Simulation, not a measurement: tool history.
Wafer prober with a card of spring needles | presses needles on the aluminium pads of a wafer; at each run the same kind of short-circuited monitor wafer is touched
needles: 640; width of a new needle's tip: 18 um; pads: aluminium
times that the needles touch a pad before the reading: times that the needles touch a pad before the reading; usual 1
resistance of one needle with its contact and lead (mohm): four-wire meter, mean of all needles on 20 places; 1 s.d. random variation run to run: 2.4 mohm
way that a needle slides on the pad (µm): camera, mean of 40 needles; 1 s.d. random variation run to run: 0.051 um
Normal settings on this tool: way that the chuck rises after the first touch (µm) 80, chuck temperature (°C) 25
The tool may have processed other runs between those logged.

| run | day | way that the chuck rises after the first touch (µm) | chuck temperature (°C) | times that the needles touch a pad before the reading | resistance of one needle with its contact and lead (mohm) | way that a needle slides on the pad (µm) |
|---|---|---|---|---|---|---|
| 1 | 0 | 80 | 25 | 1 | 269 | 12.81 |
|  | 0.354 | tips cleaned on abrasive film |
|  | 0.8 | tips cleaned on abrasive film |
|  | 1.154 | tips cleaned on abrasive film |
|  | 1.512 | tips cleaned on abrasive film |
| 2 | 1.671 | 80 | 25 | 1 | 274 | 12.71 |
|  | 1.942 | tips cleaned on abrasive film |
|  | 2.296 | tips cleaned on abrasive film |
|  | 2.738 | tips cleaned on abrasive film |
|  | 3.183 | tips cleaned on abrasive film |
|  | 3.625 | tips cleaned on abrasive film |
|  | 4.042 | tips cleaned on abrasive film |
| 3 | 4.042 | 80 | 25 | 1 | 272 | 12.91 |
|  | 4.396 | tips cleaned on abrasive film |
|  | 4.838 | tips cleaned on abrasive film |
|  | 5.196 | tips cleaned on abrasive film |
| 4 | 5.362 | 80 | 25 | 1 | 273 | 12.83 |
|  | 5.629 | tips cleaned on abrasive film |
|  | 6.075 | tips cleaned on abrasive film |
|  | 6.429 | tips cleaned on abrasive film |
| 5 | 6.721 | 80 | 25 | 1 | 277 | 12.89 |
|  | 6.812 | tips cleaned on abrasive film |
|  | 7.167 | tips cleaned on abrasive film |
|  | 7.525 | tips cleaned on abrasive film |
|  | 7.967 | tips cleaned on abrasive film |
|  | 8.325 | tips cleaned on abrasive film |
|  | 8.767 | tips cleaned on abrasive film |
|  | 9.158 | tips cleaned on abrasive film |
| 6 | 9.158 | 80 | 25 | 1 | 271 | 12.9 |
|  | 9.6 | tips cleaned on abrasive film |
|  | 10.046 | tips cleaned on abrasive film |
|  | 10.488 | tips cleaned on abrasive film |
|  | 10.846 | tips cleaned on abrasive film |
|  | 11.288 | tips cleaned on abrasive film |
| 7 | 11.546 | 80 | 25 | 1 | 276 | 12.89 |
|  | 11.725 | tips cleaned on abrasive film |
|  | 12.171 | tips cleaned on abrasive film |
|  | 12.525 | tips cleaned on abrasive film |
|  | 12.879 | tips cleaned on abrasive film |
| 8 | 13.167 | 80 | 25 | 1 | 272 | 12.97 |
|  | 13.258 | tips cleaned on abrasive film |
|  | 13.617 | tips cleaned on abrasive film |
|  | 13.971 | tips cleaned on abrasive film |
|  | 14.325 | tips cleaned on abrasive film |
|  | 14.771 | tips cleaned on abrasive film |
|  | 15.125 | tips cleaned on abrasive film |
|  | 15.483 | tips cleaned on abrasive film |
| 9 | 15.717 | 80 | 25 | 1 | 272 | 12.92 |
|  | 15.896 | tips cleaned on abrasive film |
|  | 16.338 | tips cleaned on abrasive film |
|  | 16.783 | tips cleaned on abrasive film |
|  | 17.138 | tips cleaned on abrasive film |
|  | 17.496 | tips cleaned on abrasive film |
|  | 17.938 | tips cleaned on abrasive film |
|  | 18.383 | tips cleaned on abrasive film |
| 10 | 18.396 | 80 | 25 | 1 | 274 | 12.86 |
|  | 18.75 | tips cleaned on abrasive film |
|  | 19.104 | tips cleaned on abrasive film |
|  | 19.462 | tips cleaned on abrasive film |
|  | 19.904 | tips cleaned on abrasive film |
|  | 20.35 | tips cleaned on abrasive film |
|  | 20.792 | tips cleaned on abrasive film |
|  | 21.225 | tips cleaned on abrasive film |
| 11 | 21.225 | 80 | 25 | 1 | 267 | 12.86 |
|  | 21.579 | tips cleaned on abrasive film |
|  | 21.938 | tips cleaned on abrasive film |
|  | 22.292 | tips cleaned on abrasive film |
|  | 22.738 | tips cleaned on abrasive film |
|  | 23.179 | tips cleaned on abrasive film |
|  | 23.546 | tips cleaned on abrasive film |
| 12 | 23.546 | 80 | 97 | 1 | 295 | 13.03 |
|  | 23.9 | tips cleaned on abrasive film |
|  | 24.258 | tips cleaned on abrasive film |
|  | 24.7 | tips cleaned on abrasive film |
|  | 25.054 | tips cleaned on abrasive film |
|  | 25.412 | tips cleaned on abrasive film |
|  | 25.854 | tips cleaned on abrasive film |
|  | 26.3 | tips cleaned on abrasive film |
|  | 26.475 | height of the first contact set anew |
| 13 | 26.475 | 80 | 97 | 2 | 294 | 13.14 |
|  | 26.742 | tips cleaned on abrasive film |
|  | 27.188 | tips cleaned on abrasive film |
|  | 27.542 | tips cleaned on abrasive film |
|  | 27.9 | tips cleaned on abrasive film |
| 14 | 28.146 | 96 | 90 | 2 | 290 | 15.63 |
|  | 28.325 | tips cleaned on abrasive film |
|  | 28.767 | tips cleaned on abrasive film |
|  | 29.212 | tips cleaned on abrasive film |
|  | 29.567 | tips cleaned on abrasive film |
|  | 29.921 | tips cleaned on abrasive film |
| 15 | 29.95 | 81 | 35 | 1 | 278 | 13.21 |
|  | 30.308 | tips cleaned on abrasive film |
|  | 30.75 | tips cleaned on abrasive film |
|  | 31.108 | tips cleaned on abrasive film |
|  | 31.55 | tips cleaned on abrasive film |
| 16 | 31.7 | 80 | 38 | 2 | 278 | 13.11 |
|  | 31.967 | tips cleaned on abrasive film |
|  | 32.325 | tips cleaned on abrasive film |
|  | 32.767 | tips cleaned on abrasive film |
|  | 33.125 | tips cleaned on abrasive film |
|  | 33.479 | tips cleaned on abrasive film |
|  | 33.925 | tips cleaned on abrasive film |
| 17 | 34.225 | 80 | 38 | 2 | 279 | 13.09 |
|  | 34.317 | tips cleaned on abrasive film |
|  | 34.671 | tips cleaned on abrasive film |
|  | 35.117 | tips cleaned on abrasive film |
|  | 35.558 | tips cleaned on abrasive film |
|  | 35.912 | gauge calibrated |
|  | 35.917 | tips cleaned on abrasive film |
|  | 36.271 | tips cleaned on abrasive film |
|  | 36.712 | tips cleaned on abrasive film |
|  | 37.071 | tips cleaned on abrasive film |
| 18 | 37.125 | 80 | 64 | 2 | 281 | 12.66 |
|  | 37.479 | tips cleaned on abrasive film |
|  | 37.838 | tips cleaned on abrasive film |
|  | 38.192 | tips cleaned on abrasive film |
|  | 38.638 | tips cleaned on abrasive film |
| 19 | 38.871 | 62 | 49 | 1 | 280 | 9.89 |
|  | 39.054 | tips cleaned on abrasive film |
|  | 39.496 | tips cleaned on abrasive film |
|  | 39.85 | tips cleaned on abrasive film |
|  | 40.208 | tips cleaned on abrasive film |
|  | 40.65 | tips cleaned on abrasive film |
|  | 41.008 | tips cleaned on abrasive film |
|  | 41.362 | tips cleaned on abrasive film |
| 20 | 41.608 | 62 | 49 | 1 | 283 | 10 |
|  | 41.792 | tips cleaned on abrasive film |
|  | 42.233 | tips cleaned on abrasive film |
|  | 42.679 | tips cleaned on abrasive film |
|  | 43.033 | tips cleaned on abrasive film |
|  | 43.388 | tips cleaned on abrasive film |
|  | 43.833 | tips cleaned on abrasive film |
|  | 44.333 | card fitted with new needles |
| 21 | 44.629 | 80 | 25 | 1 | 274 | 12.88 |
|  | 44.721 | tips cleaned on abrasive film |
|  | 45.075 | tips cleaned on abrasive film |
|  | 45.429 | tips cleaned on abrasive film |
|  | 45.85 | tips cleaned on abrasive film |
| 22 | 45.85 | 92 | 35 | 2 | 275 | 14.8 |
|  | 46.292 | tips cleaned on abrasive film |
|  | 46.646 | tips cleaned on abrasive film |
|  | 47.092 | tips cleaned on abrasive film |
|  | 47.446 | tips cleaned on abrasive film |
|  | 47.892 | tips cleaned on abrasive film |
| 23 | 47.912 | 65 | 81 | 2 | 293 | 10.51 |

Here are 4 independent what-if runs from the current tool condition. What would each one return?
|  | 48.267 | tips cleaned on abrasive film |
|  | 48.621 | tips cleaned on abrasive film |
|  | 49.067 | tips cleaned on abrasive film |
|  | 49.421 | tips cleaned on abrasive film |
| A | 49.75 | 61 | 25 | 1 | ? | ? |
|  | 48.267 | tips cleaned on abrasive film |
|  | 48.621 | tips cleaned on abrasive film |
|  | 49.067 | tips cleaned on abrasive film |
|  | 49.421 | tips cleaned on abrasive film |
| B | 49.75 | 65 | 81 | 3 | ? | ? |
|  | 48.267 | tips cleaned on abrasive film |
|  | 48.621 | tips cleaned on abrasive film |
|  | 49.067 | tips cleaned on abrasive film |
|  | 49.421 | tips cleaned on abrasive film |
| C | 49.75 | 81 | 25 | 1 | ? | ? |
|  | 48.267 | tips cleaned on abrasive film |
|  | 48.621 | tips cleaned on abrasive film |
|  | 49.067 | tips cleaned on abrasive film |
|  | 49.421 | tips cleaned on abrasive film |
| D | 49.75 | 62 | 30 | 3 | ? | ? |

| run | resistance of one needle with its contact and lead (mohm) | way that a needle slides on the pad (µm) |
|---|---|---|
| A | 274 | 9.88 |
| B | 292 | 10.43 |
| C | 271 | 13.06 |
| D | 279 | 9.96 |
The same runs, with their run-to-run variation unchanged, on a tool lacking any hidden condition would have given:
| run | resistance of one needle with its contact and lead (mohm) | way that a needle slides on the pad (µm) |
|---|---|---|
| A | 273 | 9.78 |
| B | 292 | 10.33 |
| C | 270 | 12.93 |
| D | 278 | 9.86 |
